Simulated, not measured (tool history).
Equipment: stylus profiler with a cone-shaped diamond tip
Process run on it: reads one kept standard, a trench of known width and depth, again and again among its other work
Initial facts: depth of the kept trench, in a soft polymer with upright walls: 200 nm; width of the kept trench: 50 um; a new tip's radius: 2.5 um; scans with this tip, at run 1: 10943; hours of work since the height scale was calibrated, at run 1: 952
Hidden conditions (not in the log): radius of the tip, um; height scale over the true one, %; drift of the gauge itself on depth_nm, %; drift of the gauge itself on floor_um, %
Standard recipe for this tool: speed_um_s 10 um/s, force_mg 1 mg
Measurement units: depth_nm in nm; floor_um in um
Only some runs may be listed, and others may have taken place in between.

run	hour	speed_um_s	force_mg	scans with this tip	hours of work since the height scale was calibrated	depth_nm	floor_um
1	0	10	1	10943	952	201.1	47.58
2	86.9	10	1	11629	1011	201.32	47.58
3	130.9	10	1	11976	1041	201.14	47.53
4	216.6	10	1	12652	1100	201.29	47.56
5	277.7	10	1	13134	1142	201.25	47.44
6	316.1	10	1	13437	1168	201.29	47.54
7	358.6	10	1	13772	1197	201.17	47.45
8	445.2	11	1	14455	1257	201.35	47.48
9	492.3	2	2.24	14827	1289	201.98	47.52
10	550.6	29	2.86	15286	1329	202.27	47.4

Here are 3 independent what-if runs from the current tool condition. What would each one return?
A	605.4	11	2.27	15719	1367	?	?
B	605.4	38	0.34	15719	1367	?	?
C	605.4	22	2.66	15719	1367	?	?

run	depth_nm	floor_um
A	201.89	47.45
B	200.81	47.06
C	202.22	47.38
Had the tool no hidden state, the same runs would have come out as:
run	depth_nm	floor_um
A	201.52	48.01
B	200.45	47.62
C	201.85	47.94

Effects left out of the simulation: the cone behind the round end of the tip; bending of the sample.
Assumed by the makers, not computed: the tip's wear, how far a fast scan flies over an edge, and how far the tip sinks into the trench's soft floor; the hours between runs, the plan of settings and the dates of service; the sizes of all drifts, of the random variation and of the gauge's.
